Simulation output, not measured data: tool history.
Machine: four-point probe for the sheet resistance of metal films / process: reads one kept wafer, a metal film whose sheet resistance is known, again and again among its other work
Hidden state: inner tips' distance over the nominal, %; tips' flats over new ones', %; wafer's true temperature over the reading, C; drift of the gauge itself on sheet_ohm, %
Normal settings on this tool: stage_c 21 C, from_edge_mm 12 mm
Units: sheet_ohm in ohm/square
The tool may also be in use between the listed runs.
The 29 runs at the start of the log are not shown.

| run | hour | stage_c | from_edge_mm | touches since the probe head was changed | hours of work since the stage's thermometer was calibrated | sheet_ohm |
|---|---|---|---|---|---|---|
| 30 | 510.2 | 23 | 3 | 96830 | 95 | 0.284876 |
| 31 | 522.5 | 23 | 3 | 97356 | 101 | 0.284818 |
| 32 | 546.3 | 29 | 50 | 98378 | 114 | 0.261849 |
| 33 | 565.7 | 23 | 4 | 99209 | 124 | 0.275380 |
| 34 | 591.2 | 23 | 4 | 100302 | 138 | 0.275487 |
| 35 | 606.6 | 23 | 4 | 100959 | 146 | 0.275569 |
| 36 | 617.5 | 22 | 27 | 101425 | 152 | 0.262387 |
| 37 | 636.3 | 22 | 3 | 102232 | 162 | 0.284958 |

Expected results for the next run?
| 38 | 647.8 | 20 | 12 | 102722 | 168 | ? |

sheet_ohm: 0.263756 ohm/square
Minus the tool's unlogged condition, the same run would have read sheet_ohm 0.260764 ohm/square.
